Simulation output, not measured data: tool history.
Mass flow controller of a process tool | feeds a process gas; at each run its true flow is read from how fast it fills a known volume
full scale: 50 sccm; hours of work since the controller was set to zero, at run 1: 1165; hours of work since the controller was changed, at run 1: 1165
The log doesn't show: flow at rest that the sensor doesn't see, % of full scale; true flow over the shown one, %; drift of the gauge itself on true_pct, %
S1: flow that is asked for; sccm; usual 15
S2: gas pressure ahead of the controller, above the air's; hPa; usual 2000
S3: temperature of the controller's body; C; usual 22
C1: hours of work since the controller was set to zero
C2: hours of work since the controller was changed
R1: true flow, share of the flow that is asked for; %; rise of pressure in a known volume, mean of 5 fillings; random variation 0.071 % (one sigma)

{"run": 1, "hour": 0.0, "S1": 15, "S2": 2000, "S3": 22, "C1": 1165, "C2": 1165, "R1": 99.73}
{"run": 2, "hour": 77.9, "S1": 15, "S2": 2000, "S3": 22, "C1": 1207, "C2": 1207, "R1": 99.62}
{"run": 3, "hour": 190.2, "S1": 47, "S2": 2000, "S3": 22, "C1": 1266, "C2": 1266, "R1": 100.26}
{"run": 4, "hour": 309.2, "S1": 47, "S2": 2000, "S3": 22, "C1": 1330, "C2": 1330, "R1": 100.24}
{"run": 5, "hour": 438.0, "S1": 47, "S2": 2000, "S3": 22, "C1": 1398, "C2": 1398, "R1": 100.36}
{"run": 6, "hour": 524.1, "S1": 15, "S2": 2000, "S3": 29, "C1": 1444, "C2": 1444, "R1": 99.11}
{"run": 7, "hour": 604.1, "S1": 15, "S2": 2000, "S3": 22, "C1": 1487, "C2": 1487, "R1": 99.66}
{"run": 8, "hour": 749.2, "S1": 15, "S2": 1970, "S3": 22, "C1": 1564, "C2": 1564, "R1": 99.85}
{"run": 9, "hour": 848.5, "S1": 15, "S2": 1970, "S3": 22, "C1": 1617, "C2": 1617, "R1": 99.72}
{"run": 10, "hour": 925.1, "S1": 9, "S2": 1970, "S3": 22, "C1": 1658, "C2": 1658, "R1": 99.4}
{"run": 11, "hour": 1010.9, "S1": 15, "S2": 2000, "S3": 22, "C1": 1704, "C2": 1704, "R1": 99.66}
{"run": 12, "hour": 1098.3, "S1": 15, "S2": 2000, "S3": 22, "C1": 1750, "C2": 1750, "R1": 99.69}
{"run": 13, "hour": 1173.4, "S1": 15, "S2": 2000, "S3": 22, "C1": 1790, "C2": 1790, "R1": 99.72}
{"run": 14, "hour": 1262.7, "S1": 17, "S2": 2000, "S3": 22, "C1": 1838, "C2": 1838, "R1": 99.62}
{"run": 15, "hour": 1332.2, "S1": 17, "S2": 2000, "S3": 22, "C1": 1875, "C2": 1875, "R1": 99.7}
{"run": 16, "hour": 1474.8, "S1": 15, "S2": 1650, "S3": 22, "C1": 1951, "C2": 1951, "R1": 99.37}
{"run": 17, "hour": 1558.9, "S1": 15, "S2": 1650, "S3": 22, "C1": 1996, "C2": 1996, "R1": 99.3}
{"run": 18, "hour": 1668.6, "S1": 15, "S2": 2000, "S3": 25, "C1": 2054, "C2": 2054, "R1": 99.35}
{"run": 19, "hour": 1785.7, "S1": 15, "S2": 2000, "S3": 25, "C1": 2116, "C2": 2116, "R1": 99.4}
{"run": 20, "hour": 1871.5, "S1": 15, "S2": 2000, "S3": 22, "C1": 2162, "C2": 2162, "R1": 99.62}
{"run": 21, "hour": 1952.6, "S1": 15, "S2": 2000, "S3": 22, "C1": 2205, "C2": 2205, "R1": 99.67}
{"run": 22, "hour": 2104.2, "S1": 16, "S2": 2000, "S3": 22, "C1": 2286, "C2": 2286, "R1": 99.77}
{"run": 23, "hour": 2180.0, "S1": 16, "S2": 2000, "S3": 22, "C1": 2326, "C2": 2326, "R1": 99.69}
{"run": 24, "hour": 2247.2, "S1": 13, "S2": 2000, "S3": 22, "C1": 2362, "C2": 2362, "R1": 99.71}
{"run": 25, "hour": 2382.1, "S1": 10, "S2": 2180, "S3": 22, "C1": 2434, "C2": 2434, "R1": 99.74}
{"run": 26, "hour": 2446.8, "S1": 27, "S2": 2150, "S3": 38, "C1": 2468, "C2": 2468, "R1": 98.54}
{"run": 27, "hour": 2605.0, "S1": 7, "S2": 1830, "S3": 22, "C1": 2553, "C2": 2553, "R1": 99.35}
{"run": 28, "hour": 2716.2, "S1": 7, "S2": 1640, "S3": 20, "C1": 2612, "C2": 2612, "R1": 99.51}
{"run": 29, "hour": 2857.5, "S1": 7, "S2": 2320, "S3": 24, "C1": 2687, "C2": 2687, "R1": 99.63}
{"run": 30, "hour": 3004.9, "S1": 12, "S2": 2290, "S3": 24, "C1": 2766, "C2": 2766, "R1": 99.49}
{"run": 31, "hour": 3144.4, "S1": 11, "S2": 1600, "S3": 33, "C1": 2840, "C2": 2840, "R1": 98.41}
{"run": 32, "hour": 3301.1, "S1": 15, "S2": 2000, "S3": 34, "C1": 2924, "C2": 2924, "R1": 98.69}
{"run": 33, "hour": 3394.9, "S1": 15, "S2": 1470, "S3": 30, "C1": 2974, "C2": 2974, "R1": 98.74}
{"run": 34, "hour": 3517.6, "S1": 47, "S2": 1470, "S3": 30, "C1": 3039, "C2": 3039, "R1": 99.27}
{"run": 35, "hour": 3596.3, "S1": 9, "S2": 2000, "S3": 28, "C1": 3081, "C2": 3081, "R1": 99.07}
{"run": 36, "hour": 3731.4, "S1": 15, "S2": 1990, "S3": 22, "C1": 3153, "C2": 3153, "R1": 99.7}
{"run": 37, "hour": 3809.0, "S1": 22, "S2": 2250, "S3": 38, "C1": 3194, "C2": 3194, "R1": 98.53}
{"run": 38, "hour": 3954.1, "S1": 22, "S2": 2800, "S3": 38, "C1": 3271, "C2": 3271, "R1": 98.92}
{"run": 39, "hour": 4071.6, "S1": 22, "S2": 2800, "S3": 38, "C1": 3334, "C2": 3334, "R1": 98.89}
{"run": 40, "hour": 4200.2, "S1": 22, "S2": 2800, "S3": 38, "C1": 3402, "C2": 3402, "R1": 98.83}
{"run": 41, "hour": 4274.0, "S1": 17, "S2": 2000, "S3": 29, "C1": 3442, "C2": 3442, "R1": 99.11}
{"run": 42, "hour": 4431.8, "S1": 17, "S2": 2000, "S3": 29, "C1": 3526, "C2": 3526, "R1": 98.99}
{"run": 43, "hour": 4565.7, "S1": 15, "S2": 2180, "S3": 33, "C1": 3597, "C2": 3597, "R1": 98.81}
{"run": 44, "hour": 4686.2, "S1": 15, "S2": 1810, "S3": 35, "C1": 3661, "C2": 3661, "R1": 98.43}
{"run": 45, "hour": 4840.2, "S1": 15, "S2": 1810, "S3": 35, "C1": 3743, "C2": 3743, "R1": 98.34}
{"run": 46, "hour": 4908.6, "S1": 15, "S2": 1810, "S3": 35, "C1": 3780, "C2": 3780, "R1": 98.4}
{"run": 47, "hour": 5024.3, "S1": 22, "S2": 2220, "S3": 28, "C1": 3841, "C2": 3841, "R1": 99.48}
{"run": 48, "hour": 5104.0, "S1": 15, "S2": 2140, "S3": 22, "C1": 3884, "C2": 3884, "R1": 99.84}

4 ways to go on from here, each from the tool as it stands after run 48. What would each give?
{"run": "A", "hour": 5169.4, "S1": 15, "S2": 1630, "S3": 39, "C1": 3919, "C2": 3919, "R1": "?"}
{"run": "B", "hour": 5169.4, "S1": 15, "S2": 2730, "S3": 23, "C1": 3919, "C2": 3919, "R1": "?"}
{"run": "C", "hour": 5169.4, "S1": 15, "S2": 2630, "S3": 22, "C1": 3919, "C2": 3919, "R1": "?"}
{"run": "D", "hour": 5169.4, "S1": 17, "S2": 1810, "S3": 30, "C1": 3919, "C2": 3919, "R1": "?"}

run=A R1=98.06
run=B R1=100.04
run=C R1=100.17
run=D R1=98.85
Without the tool's hidden state the same runs would have given:
run=A R1=98.04
run=B R1=100.02
run=C R1=100.15
run=D R1=98.83
